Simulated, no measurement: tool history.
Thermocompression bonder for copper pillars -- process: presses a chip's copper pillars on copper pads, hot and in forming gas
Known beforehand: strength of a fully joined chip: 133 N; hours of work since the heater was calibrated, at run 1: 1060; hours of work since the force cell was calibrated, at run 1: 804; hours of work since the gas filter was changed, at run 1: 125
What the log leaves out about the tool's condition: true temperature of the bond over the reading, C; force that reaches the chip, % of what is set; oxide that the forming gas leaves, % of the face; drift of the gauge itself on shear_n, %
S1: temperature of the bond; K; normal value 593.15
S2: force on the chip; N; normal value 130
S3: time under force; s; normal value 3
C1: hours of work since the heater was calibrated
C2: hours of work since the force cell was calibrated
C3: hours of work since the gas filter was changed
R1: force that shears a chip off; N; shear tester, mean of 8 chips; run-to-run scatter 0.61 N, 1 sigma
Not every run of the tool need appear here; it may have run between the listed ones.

run 1 day=0.000 | S1=593.15 S2=130 S3=3 | C1=1060 C2=804 C3=125 | R1=78.1
run 2 day=1.929 | S1=593.15 S2=130 S3=3 | C1=1083 C2=827 C3=147 | R1=78.6
run 3 day=3.750 | S1=593.15 S2=130 S3=3 | C1=1104 C2=848 C3=168 | R1=78.9
run 4 day=5.742 | S1=593.15 S2=114 S3=3 | C1=1127 C2=871 C3=191 | R1=72.7
run 5 day=6.829 | S1=623.15 S2=130 S3=3 | C1=1140 C2=884 C3=204 | R1=98.8
run 6 day=7.983 | S1=623.15 S2=130 S3=3 | C1=1153 C2=897 C3=218 | R1=99.0
run 7 day=9.642 | S1=623.15 S2=130 S3=3 | C1=1172 C2=916 C3=237 | R1=99.4
-- day=9.771 forming gas filter changed
run 8 day=11.288 | S1=623.15 S2=130 S3=3 | C1=1191 C2=935 C3=18 | R1=99.9
run 9 day=12.812 | S1=594.15 S2=130 S3=3 | C1=1209 C2=953 C3=35 | R1=79.5
run 10 day=14.496 | S1=594.15 S2=130 S3=3 | C1=1229 C2=973 C3=55 | R1=80.7
run 11 day=16.158 | S1=566.15 S2=104 S3=2 | C1=1248 C2=992 C3=74 | R1=44.6
run 12 day=18.162 | S1=612.15 S2=103 S3=5 | C1=1271 C2=1015 C3=98 | R1=96.7
run 13 day=20.192 | S1=603.15 S2=78 S3=3 | C1=1295 C2=1039 C3=121 | R1=69.2
-- day=20.396 force cell calibrated
run 14 day=21.958 | S1=592.15 S2=79 S3=3 | C1=1315 C2=18 C3=141 | R1=59.4
-- day=23.029 heater calibrated with a thermocouple chip
run 15 day=23.329 | S1=566.15 S2=79 S3=3 | C1=4 C2=33 C3=156 | R1=40.8
run 16 day=24.892 | S1=601.15 S2=158 S3=5 | C1=22 C2=51 C3=174 | R1=100.6
-- day=26.104 force cell calibrated, once more
run 17 day=26.117 | S1=601.15 S2=158 S3=5 | C1=35 C2=0 C3=188 | R1=101.5
run 18 day=27.354 | S1=601.15 S2=158 S3=2 | C1=50 C2=15 C3=202 | R1=79.5
run 19 day=28.442 | S1=612.15 S2=180 S3=4 | C1=62 C2=27 C3=215 | R1=108.1
run 20 day=30.204 | S1=612.15 S2=180 S3=8 | C1=83 C2=48 C3=235 | R1=117.9

Consider 3 possible next runs. They are alternatives, not a sequence: every one starts from the tool as it was left by run 20. What does each give?
-- day=30.533 forming gas filter changed
run A day=32.121 | S1=614.15 S2=130 S3=3 | C1=105 C2=70 C3=18 | R1=?
-- day=30.533 forming gas filter changed
run B day=32.121 | S1=580.15 S2=130 S3=5 | C1=105 C2=70 C3=18 | R1=?
-- day=30.533 forming gas filter changed
run C day=32.121 | S1=612.15 S2=191 S3=8 | C1=105 C2=70 C3=18 | R1=?

run=A R1=94.1
run=B R1=80.8
run=C R1=122.3
The same runs, with their run-to-run variation unchanged, on a tool lacking any hidden condition would have given:
run=A R1=94.2
run=B R1=80.8
run=C R1=122.5

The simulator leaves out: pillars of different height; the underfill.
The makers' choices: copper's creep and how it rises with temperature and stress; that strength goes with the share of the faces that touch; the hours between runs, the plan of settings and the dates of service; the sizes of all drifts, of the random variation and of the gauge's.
